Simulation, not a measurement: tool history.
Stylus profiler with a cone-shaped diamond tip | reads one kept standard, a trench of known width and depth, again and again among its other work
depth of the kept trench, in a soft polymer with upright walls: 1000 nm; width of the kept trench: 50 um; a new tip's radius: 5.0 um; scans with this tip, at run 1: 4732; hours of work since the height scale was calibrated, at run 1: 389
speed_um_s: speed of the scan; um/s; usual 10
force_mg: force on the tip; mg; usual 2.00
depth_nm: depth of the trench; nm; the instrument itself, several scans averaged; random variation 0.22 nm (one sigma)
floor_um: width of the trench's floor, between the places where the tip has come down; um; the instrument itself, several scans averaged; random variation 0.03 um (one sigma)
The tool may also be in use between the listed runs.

run,hour,speed_um_s,force_mg,scans with this tip,hours of work since the height scale was calibrated,depth_nm,floor_um
1,0.0,10,2.00,4732,389,1005.15,42.42
2,42.7,3,2.00,4951,407,1004.88,42.40
3,121.1,3,2.00,5351,440,1004.80,42.27
4,180.1,3,2.00,5654,465,1004.60,42.11
5,244.6,3,4.44,5983,492,1008.46,42.06
6,290.2,3,4.44,6217,511,1008.92,41.94
7,328.8,3,4.44,6414,527,1008.74,41.95
8,380.1,3,4.44,6676,549,1008.95,41.88
9,445.7,3,4.44,7012,576,1009.01,41.78
10,517.6,3,4.44,7380,607,1008.99,41.63
11,559.0,10,1.73,7591,624,1003.97,41.53
12,637.8,3,0.87,7995,657,1001.23,41.43
13,691.8,21,0.87,8271,680,1001.63,41.21
14,740.7,8,2.03,8521,700,1004.32,41.29
15,799.3,27,4.17,8820,725,1007.51,41.11

Forecast run 16:
16,853.1,27,4.17,9095,748,?,?

{"run 16": {"depth_nm": 1007.53, "floor_um": 41.03}}
Without the tool's hidden state the same run would have given depth_nm 1009.72 nm, floor_um 43.86 um.
